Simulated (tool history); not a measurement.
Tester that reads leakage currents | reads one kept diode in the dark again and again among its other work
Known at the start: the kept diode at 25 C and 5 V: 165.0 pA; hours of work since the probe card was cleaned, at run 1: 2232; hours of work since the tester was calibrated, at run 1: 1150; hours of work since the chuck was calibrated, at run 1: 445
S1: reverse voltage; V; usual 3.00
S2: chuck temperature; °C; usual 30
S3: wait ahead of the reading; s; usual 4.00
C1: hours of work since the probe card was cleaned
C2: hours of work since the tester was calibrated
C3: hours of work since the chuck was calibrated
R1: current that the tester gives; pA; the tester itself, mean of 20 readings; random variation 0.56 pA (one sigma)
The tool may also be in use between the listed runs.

Run 1, hour 0.0: usual settings; C1 2232; C2 1150; C3 445. Result: R1 180.62 pA.
Run 2, hour 99.9: usual settings; C1 2286; C2 1203; C3 499. Result: R1 179.38 pA.
Run 3, hour 197.4: usual settings but S3 0.50 s; C1 2338; C2 1255; C3 551. Result: R1 181.25 pA.
Run 4, hour 257.2: usual settings but S3 0.50 s; C1 2370; C2 1287; C3 582. Result: R1 179.60 pA.
Run 5, hour 347.4: usual settings; C1 2418; C2 1335; C3 631. Result: R1 177.38 pA.
Run 6, hour 404.4: usual settings but S3 1.86 s; C1 2448; C2 1365; C3 661. Result: R1 177.94 pA.
Run 7, hour 478.8: usual settings but S3 1.86 s; C1 2488; C2 1405; C3 701. Result: R1 176.51 pA.
Run 8, hour 540.2: usual settings but S2 24 °C; C1 2520; C2 1438; C3 733. Result: R1 109.70 pA.
Run 9, hour 605.9: usual settings but S1 3.65 V, S2 24 °C; C1 2555; C2 1473; C3 768. Result: R1 122.47 pA.
Run 10, hour 718.3: usual settings but S2 50 °C; C1 2615; C2 1533; C3 828. Result: R1 782.61 pA.
Run 11, hour 787.9: usual settings but S2 50 °C; C1 2652; C2 1570; C3 865. Result: R1 780.63 pA.
Run 12, hour 863.0: usual settings but S2 36 °C; C1 2693; C2 1610; C3 905. Result: R1 277.68 pA.
Run 13, hour 943.5: usual settings but S1 8.61 V, S2 58 °C, S3 1.49 s; C1 2735; C2 1653; C3 948. Result: R1 2507.75 pA.
Run 14, hour 1059.3: usual settings but S1 8.61 V, S2 58 °C, S3 1.49 s; C1 2797; C2 1715; C3 1010. Result: R1 2490.59 pA.
At hour 1089.3: chuck's temperature calibrated.
Run 15, hour 1122.3: usual settings but S1 5.18 V, S2 31 °C, S3 1.49 s; C1 2830; C2 1747; C3 18. Result: R1 287.64 pA.
Run 16, hour 1181.5: usual settings but S1 2.17 V, S2 31 °C, S3 1.06 s; C1 2861; C2 1779; C3 49. Result: R1 169.37 pA.
Run 17, hour 1237.5: usual settings but S1 2.87 V, S2 28 °C, S3 5.06 s; C1 2891; C2 1809; C3 79. Result: R1 158.53 pA.
Run 18, hour 1323.9: usual settings but S1 10.64 V, S2 50 °C, S3 0.75 s; C1 2937; C2 1855; C3 125. Result: R1 1771.74 pA.
Run 19, hour 1383.9: usual settings but S1 10.64 V, S2 50 °C, S3 0.75 s; C1 2969; C2 1887; C3 157. Result: R1 1770.83 pA.
Run 20, hour 1497.9: usual settings but S1 4.02 V, S2 29 °C, S3 2.84 s; C1 3030; C2 1947; C3 218. Result: R1 207.69 pA.

5 ways to go on from here, each from the tool as it stands after run 20. What would each give?
Run A, hour 1563.8: usual settings but S1 19.48 V, S2 41 °C, S3 0.34 s; C1 3065; C2 1983; C3 253. Result: R1 ?.
Run B, hour 1563.8: usual settings but S3 0.30 s; C1 3065; C2 1983; C3 253. Result: R1 ?.
Run C, hour 1563.8: usual settings but S2 24 °C; C1 3065; C2 1983; C3 253. Result: R1 ?.
Run D, hour 1563.8: usual settings but S1 1.07 V, S2 29 °C, S3 2.84 s; C1 3065; C2 1983; C3 253. Result: R1 ?.
Run E, hour 1563.8: usual settings but S1 4.02 V, S2 29 °C, S3 1.43 s; C1 3065; C2 1983; C3 253. Result: R1 ?.

run       R1
  A  1325.25
  B   188.18
  C   117.55
  D    93.91
  E   207.77
Without the tool's hidden state the same runs would have given:
run       R1
  A  1305.30
  B   185.22
  C   112.90
  D    93.58
  E   202.67
